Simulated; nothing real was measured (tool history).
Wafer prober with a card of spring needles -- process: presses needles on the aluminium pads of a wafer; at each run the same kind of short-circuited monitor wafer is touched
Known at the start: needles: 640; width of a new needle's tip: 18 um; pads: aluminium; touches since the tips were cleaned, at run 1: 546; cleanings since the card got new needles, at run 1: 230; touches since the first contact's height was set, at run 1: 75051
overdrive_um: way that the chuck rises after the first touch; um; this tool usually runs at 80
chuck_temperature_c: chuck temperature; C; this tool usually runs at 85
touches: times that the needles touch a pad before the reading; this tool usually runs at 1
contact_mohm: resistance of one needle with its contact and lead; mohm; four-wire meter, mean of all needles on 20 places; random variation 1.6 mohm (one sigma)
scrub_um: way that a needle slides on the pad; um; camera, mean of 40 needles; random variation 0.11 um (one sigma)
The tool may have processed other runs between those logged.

| run | hour | overdrive_um | chuck_temperature_c | touches | touches since the tips were cleaned | cleanings since the card got new needles | touches since the first contact's height was set | contact_mohm | scrub_um |
|---|---|---|---|---|---|---|---|---|---|
| 1 | 0 | 80 | 85 | 1 | 546 | 230 | 75051 | 246 | 18.5 |
|  | 4.9 | tips cleaned on abrasive film |
|  | 11.4 | tips cleaned on abrasive film |
|  | 19.6 | tips cleaned on abrasive film |
|  | 27.7 | tips cleaned on abrasive film |
| 2 | 30.2 | 80 | 85 | 1 | 851 | 234 | 84960 | 249 | 18.36 |
|  | 35.1 | tips cleaned on abrasive film |
|  | 41.6 | tips cleaned on abrasive film |
|  | 49.7 | tips cleaned on abrasive film |
| 3 | 55.9 | 80 | 85 | 1 | 2052 | 237 | 93397 | 256 | 18.22 |
|  | 57.6 | tips cleaned on abrasive film |
|  | 65.7 | tips cleaned on abrasive film |
|  | 73.8 | tips cleaned on abrasive film |
|  | 80.3 | tips cleaned on abrasive film |
| 4 | 86 | 80 | 110 | 1 | 1868 | 241 | 103248 | 263 | 18.36 |
|  | 87.7 | tips cleaned on abrasive film |
|  | 95.8 | tips cleaned on abrasive film |
|  | 103.9 | tips cleaned on abrasive film |
| 5 | 110.2 | 80 | 110 | 1 | 2112 | 244 | 111215 | 264 | 18.04 |
|  | 111.9 | tips cleaned on abrasive film |
|  | 118.4 | tips cleaned on abrasive film |
|  | 126.5 | tips cleaned on abrasive film |
|  | 133.1 | tips cleaned on abrasive film |
| 6 | 134 | 80 | 72 | 1 | 320 | 248 | 118985 | 245 | 18.05 |
|  | 140.5 | tips cleaned on abrasive film |
|  | 148.6 | tips cleaned on abrasive film |
|  | 156.7 | tips cleaned on abrasive film |
| 7 | 157.6 | 80 | 72 | 1 | 277 | 251 | 126713 | 244 | 17.88 |
|  | 164.1 | tips cleaned on abrasive film |
|  | 172.2 | tips cleaned on abrasive film |
|  | 178.7 | tips cleaned on abrasive film |
|  | 186.8 | tips cleaned on abrasive film |
|  | 193.3 | tips cleaned on abrasive film |
| 8 | 198.8 | 80 | 72 | 1 | 1819 | 256 | 140240 | 251 | 17.87 |
|  | 200.5 | tips cleaned on abrasive film |
|  | 207 | tips cleaned on abrasive film |
|  | 213.5 | tips cleaned on abrasive film |
|  | 221.6 | tips cleaned on abrasive film |
|  | 229.7 | tips cleaned on abrasive film |
| 9 | 232.1 | 80 | 72 | 1 | 787 | 261 | 151138 | 246 | 17.78 |
|  | 237 | tips cleaned on abrasive film |
|  | 243.5 | tips cleaned on abrasive film |
|  | 251.6 | tips cleaned on abrasive film |
| 10 | 254.9 | 80 | 72 | 1 | 1082 | 264 | 158606 | 250 | 17.61 |
|  | 258.1 | tips cleaned on abrasive film |
|  | 266.2 | tips cleaned on abrasive film |
|  | 272.8 | tips cleaned on abrasive film |
|  | 279.3 | tips cleaned on abrasive film |
| 11 | 282.2 | 80 | 72 | 1 | 960 | 268 | 167544 | 250 | 17.54 |
|  | 287.1 | tips cleaned on abrasive film |
|  | 293.6 | tips cleaned on abrasive film |
|  | 300.1 | tips cleaned on abrasive film |
|  | 306.6 | tips cleaned on abrasive film |
|  | 313.1 | tips cleaned on abrasive film |
|  | 321 | tips cleaned on abrasive film |
| 12 | 321 | 80 | 25 | 1 | 0 | 274 | 180267 | 228 | 17.54 |
|  | 327.6 | tips cleaned on abrasive film |
|  | 334.1 | tips cleaned on abrasive film |
|  | 340.6 | tips cleaned on abrasive film |
|  | 348.7 | tips cleaned on abrasive film |
|  | 355.4 | tips cleaned on abrasive film |
| 13 | 355.4 | 80 | 25 | 1 | 0 | 279 | 191517 | 229 | 17.41 |
|  | 363.5 | tips cleaned on abrasive film |
|  | 371.6 | tips cleaned on abrasive film |
|  | 378.1 | tips cleaned on abrasive film |
|  | 384.6 | tips cleaned on abrasive film |
|  | 392.1 | tips cleaned on abrasive film |
| 14 | 392.1 | 65 | 27 | 2 | 0 | 284 | 203550 | 235 | 13.67 |
|  | 400.2 | tips cleaned on abrasive film |
|  | 408.3 | tips cleaned on abrasive film |
| 15 | 410.2 | 65 | 40 | 1 | 639 | 286 | 209511 | 246 | 13.43 |
|  | 415.2 | tips cleaned on abrasive film |
|  | 421.7 | tips cleaned on abrasive film |
|  | 429.8 | tips cleaned on abrasive film |
|  | 436.3 | tips cleaned on abrasive film |
|  | 444.4 | tips cleaned on abrasive film |
| 16 | 447.7 | 93 | 85 | 2 | 1099 | 291 | 221784 | 247 | 20 |
|  | 451 | tips cleaned on abrasive film |
|  | 459.1 | tips cleaned on abrasive film |
|  | 467.2 | tips cleaned on abrasive film |
|  | 473.7 | tips cleaned on abrasive film |
|  | 480.2 | tips cleaned on abrasive film |
| 17 | 484.7 | 77 | 51 | 1 | 1475 | 296 | 233904 | 255 | 16.19 |
|  | 488 | tips cleaned on abrasive film |
|  | 494.5 | tips cleaned on abrasive film |
|  | 494.8 | height of the first contact set anew |
|  | 502.9 | tips cleaned on abrasive film |
|  | 511 | tips cleaned on abrasive film |
|  | 517.5 | tips cleaned on abrasive film |
|  | 524 | tips cleaned on abrasive film |
| 18 | 524.1 | 77 | 51 | 1 | 34 | 302 | 9614 | 235 | 18.32 |
|  | 530.6 | tips cleaned on abrasive film |
|  | 537.1 | tips cleaned on abrasive film |
|  | 545.2 | tips cleaned on abrasive film |
| 19 | 546.9 | 84 | 85 | 2 | 549 | 305 | 17089 | 246 | 19.82 |
|  | 551.8 | tips cleaned on abrasive film |
|  | 559.9 | tips cleaned on abrasive film |
|  | 568 | tips cleaned on abrasive film |
|  | 574.5 | tips cleaned on abrasive film |
| 20 | 579.9 | 84 | 85 | 3 | 1794 | 309 | 27926 | 244 | 20.08 |
|  | 581.6 | tips cleaned on abrasive film |
|  | 588.1 | tips cleaned on abrasive film |
|  | 594.6 | tips cleaned on abrasive film |
|  | 602.7 | tips cleaned on abrasive film |
|  | 609.2 | tips cleaned on abrasive film |
| 21 | 609.6 | 67 | 67 | 1 | 130 | 314 | 37634 | 246 | 15.76 |
|  | 616.1 | tips cleaned on abrasive film |
|  | 624.2 | tips cleaned on abrasive film |
|  | 630.7 | tips cleaned on abrasive film |
|  | 637.2 | tips cleaned on abrasive film |
|  | 643.8 | tips cleaned on abrasive film |
| 22 | 644.7 | 61 | 68 | 1 | 303 | 319 | 49112 | 250 | 14.15 |
|  | 651.2 | tips cleaned on abrasive film |
|  | 657.7 | tips cleaned on abrasive film |
|  | 664.2 | tips cleaned on abrasive film |
|  | 672.3 | tips cleaned on abrasive film |
|  | 680.4 | tips cleaned on abrasive film |
|  | 686.9 | tips cleaned on abrasive film |
| 23 | 687.1 | 61 | 68 | 1 | 56 | 325 | 63004 | 250 | 13.98 |
|  | 693.6 | tips cleaned on abrasive film |
|  | 700.1 | tips cleaned on abrasive film |
|  | 706.6 | tips cleaned on abrasive film |
| 24 | 712.4 | 61 | 68 | 1 | 1915 | 328 | 71306 | 270 | 13.99 |
|  | 714.1 | tips cleaned on abrasive film |
|  | 722.2 | tips cleaned on abrasive film |
|  | 728.7 | tips cleaned on abrasive film |
| 25 | 733 | 80 | 82 | 1 | 1440 | 331 | 78069 | 255 | 18.52 |

Hidden state or all else? Some run-to-run changes of contact_mohm, split into what the settings, what came in and random variation would give without the hidden state, and what is left for the hidden state (with any gauge scatter that isn't in both results):
Hidden state at play: debris on the tips, nm; way that the needles fall short of the set height, um; tips' diameter, um; drift of the gauge itself on contact_mohm, %; drift of the gauge itself on scrub_um, %.
Run 11 -> 12: chuck_temperature_c 72 -> 25, tips cleaned on abrasive film, tips cleaned on abrasive film, tips cleaned on abrasive film, tips cleaned on abrasive film, tips cleaned on abrasive film, tips cleaned on abrasive film. contact_mohm -22 mohm: hidden state -9, all else -13.
Run 17 -> 18: tips cleaned on abrasive film, tips cleaned on abrasive film, height of the first contact set anew, tips cleaned on abrasive film, tips cleaned on abrasive film, tips cleaned on abrasive film, tips cleaned on abrasive film. contact_mohm -20 mohm: hidden state -18, all else -2.
Run 23 -> 24: tips cleaned on abrasive film, tips cleaned on abrasive film, tips cleaned on abrasive film. contact_mohm +20 mohm: hidden state +21, all else -1.
